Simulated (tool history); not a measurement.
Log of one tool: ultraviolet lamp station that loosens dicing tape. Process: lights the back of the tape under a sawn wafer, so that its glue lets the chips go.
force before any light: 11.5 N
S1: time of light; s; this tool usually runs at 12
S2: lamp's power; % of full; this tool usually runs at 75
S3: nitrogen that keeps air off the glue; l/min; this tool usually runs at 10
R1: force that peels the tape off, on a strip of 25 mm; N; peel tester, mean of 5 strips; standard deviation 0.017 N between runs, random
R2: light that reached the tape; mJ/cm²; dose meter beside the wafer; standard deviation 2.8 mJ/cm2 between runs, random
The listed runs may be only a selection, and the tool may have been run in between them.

run    hour  S1  S2  S3     R1   R2
  1       0  12  75  10  1.088  351
       16.1  -- window cleaned of glue's vapour
  2    34.2  12  75  10  0.939  378
  3    73.8  12  75  10  0.942  370
  4   104.6  12  75  10  0.942  366
  5   134.1  14  75  10  0.684  426
  6   156.4  12  75  10  0.979  360
  7     191  12  75  10  0.997  360
  8   223.7  12  75  18  0.825  357
  9     272  12  75  10  1.068  352
 10   316.4  12  75  10  1.098  348
 11   342.8  12  75  19  0.867  339
 12   363.8   9  75  19  1.571  254
 13   413.8  12  75  10  1.133  333
 14   457.8  12  75  10  1.217  332
 15   507.9  12  75  10  1.266  328
 16   533.2  12  75  19  1.002  323
 17   561.2  12  75  19      1  322
 18   600.6  12  75  19      1  316
 19     623  12  75  19  1.051  315
 20     650  12  75  10  1.381  312
 21   693.2  12  75  10   1.43  309
 22   734.6   9  75   4  3.259  229
      744.2  -- window cleaned of glue's vapour
 23   783.4   7  91   5  3.056  228
 24   807.3  11  91   5  1.522  356
 25   837.8  10  77  12  1.715  271
 26   879.1  12  91   9  0.944  375
 27   917.8  23  91   9  0.241  716
 28   955.9  23  89   9  0.261  688
 29   999.1  23  89   9  0.267  686
 30  1025.4  23  89   9  0.265  679
 31    1059  23  89   9  0.277  669
 32  1081.2  20  71   9  0.629  460
 33  1102.9  20  71   9  0.624  454
 34  1138.4  15  78   9  1.018  371
 35  1178.8  15  78   9  1.071  366
 36    1206  15  78   9  1.046  365
     1231.4  -- lamp changed
 37  1250.3   6  98   9  2.146  246
 38  1292.2   7  75   8  2.738  218
 39  1327.4  14  79   6  0.799  450
 40  1361.5  12  71  10  1.157  346
 41  1405.8  12  71   8  1.245  333
 42  1443.6  10  90  15  0.885  358

What if the next run were any one of these 4? Each begins from the tool's condition after run 42:
     1472.9  -- window cleaned of glue's vapour
  A  1480.6  10  69  12   ?   ?
     1472.9  -- window cleaned of glue's vapour
  B  1480.6  12  98   6   ?   ?
     1472.9  -- window cleaned of glue's vapour
  C  1480.6  11  97  11   ?   ?
     1472.9  -- window cleaned of glue's vapour
  D  1480.6  22  75  10   ?   ?

run     R1   R2
  A  1.479  287
  B  0.684  492
  C  0.598  444
  D  0.255  690
Without the tool's unlogged condition, the same runs would have read:
run     R1   R2
  A  1.324  304
  B  0.599  520
  C  0.522  470
  D  0.235  730

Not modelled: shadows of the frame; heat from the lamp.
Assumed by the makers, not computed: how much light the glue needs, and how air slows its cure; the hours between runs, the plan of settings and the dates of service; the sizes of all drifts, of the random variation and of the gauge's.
